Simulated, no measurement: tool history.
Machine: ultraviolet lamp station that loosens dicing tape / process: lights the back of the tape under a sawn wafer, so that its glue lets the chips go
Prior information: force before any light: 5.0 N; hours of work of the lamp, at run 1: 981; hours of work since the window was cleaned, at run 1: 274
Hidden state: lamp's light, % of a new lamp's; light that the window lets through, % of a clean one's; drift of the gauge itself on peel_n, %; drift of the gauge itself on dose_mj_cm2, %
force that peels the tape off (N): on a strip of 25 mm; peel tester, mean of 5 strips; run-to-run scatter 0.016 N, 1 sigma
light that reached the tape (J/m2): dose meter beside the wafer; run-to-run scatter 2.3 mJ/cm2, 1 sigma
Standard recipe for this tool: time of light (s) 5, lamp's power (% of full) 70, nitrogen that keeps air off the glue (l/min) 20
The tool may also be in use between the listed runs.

run,hour,time of light (s),lamp's power (% of full),nitrogen that keeps air off the glue (l/min),hours of work of the lamp,hours of work since the window was cleaned,force that peels the tape off (N),light that reached the tape (J/m2)
1,0,5,70,20,981,274,1.14,1650
2,38.1,5,70,20,1008,301,1.157,1620
3,70.6,5,70,20,1031,324,1.202,1650
4,115.5,5,67,20,1063,356,1.263,1520
5,142,5,70,6,1082,375,1.948,1530
6,160.7,5,70,6,1096,389,1.958,1540
7,183.5,5,70,6,1112,405,2.001,1540
8,216.5,5,70,6,1136,429,2.028,1540
9,238.4,5,70,6,1151,444,2.08,1510
10,260.8,5,70,20,1167,460,1.316,1480
11,305.4,5,70,20,1199,492,1.312,1500
# hour 341.5: window cleaned of glue's vapour
12,348.7,5,70,20,1230,5,1.083,1710
13,384.1,5,70,20,1255,31,1.089,1680
14,403.4,5,99,20,1269,44,0.675,2380
15,433.4,5,99,20,1290,66,0.671,2300
16,478.7,5,70,13,1323,98,1.392,1660
17,505.7,5,70,13,1342,117,1.453,1630
18,543.6,5,70,13,1369,145,1.453,1590
19,564.7,5,70,13,1384,160,1.432,1590
20,607.2,5,70,10,1415,190,1.685,1500
21,639.7,5,70,10,1438,213,1.625,1510
22,659.5,3,62,8,1452,228,2.892,830
23,681.8,2,62,20,1468,243,2.983,500
24,725.4,3,70,20,1499,275,2.193,870
25,768.5,6,61,8,1530,306,1.913,1540
26,807.9,3,67,20,1558,334,2.341,810
27,849.1,3,67,20,1588,363,2.311,830
28,887.6,5,73,13,1615,391,1.529,1460
29,919.1,2,73,16,1638,413,3.008,560
30,942.9,7,83,35,1655,430,0.532,2250
31,979.3,5,67,8,1681,456,2.143,1290
32,1018.2,5,70,15,1709,484,1.69,1290
33,1062.3,3,65,25,1740,516,2.406,720
# hour 1066.1: window cleaned of glue's vapour
34,1094.3,5,91,18,1763,20,0.942,1940
35,1138.2,7,73,37,1794,52,0.587,2210
36,1159.6,5,69,20,1810,67,1.335,1460
37,1197,5,69,20,1836,94,1.397,1390
38,1226.3,5,69,20,1857,115,1.395,1420
39,1255.6,5,69,20,1878,136,1.408,1400
40,1282.8,4,97,20,1898,155,1.189,1540
41,1319.1,7,70,25,1924,181,0.836,1910

What if the next run were any one of these 4? Each begins from the tool's condition after run 41:
# hour 1327.3: lamp changed
A,1350.3,7,70,25,16,203,?,?
# hour 1327.3: lamp changed
B,1350.3,10,72,6,16,203,?,?
# hour 1327.3: lamp changed
C,1350.3,3,68,17,16,203,?,?
# hour 1327.3: lamp changed
D,1350.3,5,62,20,16,203,?,?

run,force that peels the tape off (N),light that reached the tape (J/m2)
A,0.442,2760
B,0.549,4090
C,1.833,1150
D,1.013,1740
What these runs would have given with no unlogged condition in the tool:
run,force that peels the tape off (N),light that reached the tape (J/m2)
A,0.391,2970
B,0.484,4410
C,1.701,1240
D,0.908,1870
